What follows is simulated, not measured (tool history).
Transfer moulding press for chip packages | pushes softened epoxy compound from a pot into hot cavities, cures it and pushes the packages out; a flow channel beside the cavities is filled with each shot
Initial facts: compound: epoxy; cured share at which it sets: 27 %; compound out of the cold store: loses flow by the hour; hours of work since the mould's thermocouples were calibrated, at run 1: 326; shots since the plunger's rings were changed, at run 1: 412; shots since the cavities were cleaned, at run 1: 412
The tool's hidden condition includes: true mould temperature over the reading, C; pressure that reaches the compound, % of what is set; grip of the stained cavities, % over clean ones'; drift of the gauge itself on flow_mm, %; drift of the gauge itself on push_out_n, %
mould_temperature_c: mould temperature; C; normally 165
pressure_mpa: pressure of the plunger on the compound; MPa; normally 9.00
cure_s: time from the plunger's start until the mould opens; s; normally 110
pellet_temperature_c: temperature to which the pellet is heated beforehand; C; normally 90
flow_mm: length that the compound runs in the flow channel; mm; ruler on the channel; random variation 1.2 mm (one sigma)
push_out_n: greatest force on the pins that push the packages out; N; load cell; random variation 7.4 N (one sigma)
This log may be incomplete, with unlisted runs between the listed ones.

run     day  mould_temperature_c  pressure_mpa  cure_s  pellet_temperature_c  hours of work since the mould's thermocouples were calibrated  shots since the plunger's rings were changed  shots since the cavities were cleaned  incoming compound's hours out of the cold store  flow_mm  push_out_n
  1   0.000                  165          9.00     110                    90                                                            326                                           412                                    412                                             30.3      562         294
      1.096  -- cavities cleaned with cleaning compound and waxed
  2   2.683                  165          9.00     110                    90                                                            363                                          1019                                    368                                             35.8      545         306
      3.942  -- cavities cleaned with cleaning compound and waxed
  3   4.300                  165          9.00     110                    90                                                            386                                          1379                                     84                                             15.3      609         300
      6.925  -- mould's thermocouples calibrated
      6.988  -- cavities cleaned with cleaning compound and waxed
  4   7.254                  165          9.00     110                    90                                                              4                                          2028                                     62                                             20.1      593         299
  5   9.142                  171          9.00     110                    90                                                             31                                          2465                                    499                                             45.7      507         243
      9.862  -- cavities cleaned with cleaning compound and waxed
     10.617  -- plunger's sealing rings changed
  6  10.762                  170          8.46      92                    80                                                             52                                            34                                    184                                             28.9      538         294
  7  12.375                  170          9.00     110                    90                                                             75                                           407                                    557                                             20.7      579         239
     12.879  -- cavities cleaned with cleaning compound and waxed
  8  15.012                  161          8.22     148                    86                                                            112                                          1003                                    494                                             23.2      568         262
     15.746  -- cavities cleaned with cleaning compound and waxed
  9  17.379                  159         10.39     101                    90                                                            145                                          1536                                    378                                             38.5      599         516
     18.612  -- cavities cleaned with cleaning compound and waxed
 10  20.450                  159         10.39     101                    92                                                            188                                          2231                                    424                                             44.8      579         495

Consider 4 possible next runs. They are alternatives, not a sequence: every one starts from the tool as it was left by run 10. What does each give?
     21.421  -- cavities cleaned with cleaning compound and waxed
  A  22.146                  168          9.00      96                    90                                                            211                                          2609                                    167                                             44.9        ?           ?
     21.421  -- cavities cleaned with cleaning compound and waxed
  B  22.146                  167          8.54     140                    92                                                            211                                          2609                                    167                                             18.0        ?           ?
     21.421  -- cavities cleaned with cleaning compound and waxed
  C  22.146                  159         10.39     106                    92                                                            211                                          2609                                    167                                             18.3        ?           ?
     21.421  -- cavities cleaned with cleaning compound and waxed
  D  22.146                  159          9.26     118                    84                                                            211                                          2609                                    167                                             46.9        ?           ?

run  flow_mm  push_out_n
  A      515         300
  B      577         240
  C      667         513
  D      541         372
Take away the tool's hidden state, keep each run's random variation, and the runs would have read:
run  flow_mm  push_out_n
  A      515         299
  B      578         239
  C      667         511
  D      541         370
